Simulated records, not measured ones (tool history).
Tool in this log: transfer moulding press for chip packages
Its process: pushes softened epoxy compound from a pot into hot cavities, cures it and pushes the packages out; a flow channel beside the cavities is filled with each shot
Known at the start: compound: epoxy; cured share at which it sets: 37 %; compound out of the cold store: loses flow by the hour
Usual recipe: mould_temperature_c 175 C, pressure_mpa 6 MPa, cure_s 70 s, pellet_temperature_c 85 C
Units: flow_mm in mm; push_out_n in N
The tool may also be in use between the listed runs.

run,hour,mould_temperature_c,pressure_mpa,cure_s,pellet_temperature_c,incoming compound's hours out of the cold store,flow_mm,push_out_n
1,0,175,6,70,85,9.6,1038,547
2,29.5,175,6,70,85,9,1036,538
# hour 38: cavities cleaned with cleaning compound and waxed
3,54.7,175,6,70,85,17.6,991,532
4,86.1,175,6,70,81,25.2,965,515
5,109.9,175,6,70,81,24.7,969,488
6,132.2,175,6,70,81,28.8,948,519
# hour 145: plunger's sealing rings changed
# hour 156.2: cavities cleaned with cleaning compound and waxed
7,164.7,175,6,70,81,39.5,904,497
8,182.5,175,6,70,81,44.4,888,506
9,199.2,175,6,70,81,17.2,1000,545
10,233.1,175,6,70,81,31.5,936,518
11,255.1,175,6,70,81,33.1,928,513
# hour 271: cavities cleaned with cleaning compound and waxed
12,284.4,175,6,70,81,22.5,973,504
13,302.9,175,6,70,81,35.9,924,517
14,332.2,178,4.57,109,79,41.2,776,379
15,366.4,175,6.53,63,79,44.9,921,610
# hour 386.5: cavities cleaned with cleaning compound and waxed
16,394.4,180,6.89,52,75,23.8,1024,757
17,424.9,173,6.3,77,75,22.8,1014,500
18,449.8,180,6,70,85,11.4,1000,424
# hour 457.5: plunger's sealing rings changed
19,467.7,180,6,70,85,40.2,886,402
20,501.2,180,6,70,85,17.8,970,419
# hour 504.2: cavities cleaned with cleaning compound and waxed
21,527.7,180,6,70,85,10.7,1008,413
22,553.3,175,6,70,87,8.4,1039,546
23,571.3,175,6,68,90,38.6,904,518
24,586.7,175,5.2,70,85,14.1,942,518
25,608.2,175,6,59,75,11.3,1029,876
# hour 618.9: cavities cleaned with cleaning compound and waxed
26,642.5,175,5.06,106,85,25.1,876,378

Predict each of these 4 candidate next runs independently; none follows another, all start after run 26:
A,659.2,179,5.06,79,78,20.1,?,?
B,659.2,175,6,101,88,14.5,?,?
C,659.2,179,6.92,106,85,28.5,?,?
D,659.2,182,5.06,86,80,41.4,?,?

run,flow_mm,push_out_n
A,886,392
B,1011,391
C,999,381
D,803,375
Had the tool no hidden state, the same runs would have come out as:
run,flow_mm,push_out_n
A,886,389
B,1011,389
C,1000,379
D,804,372
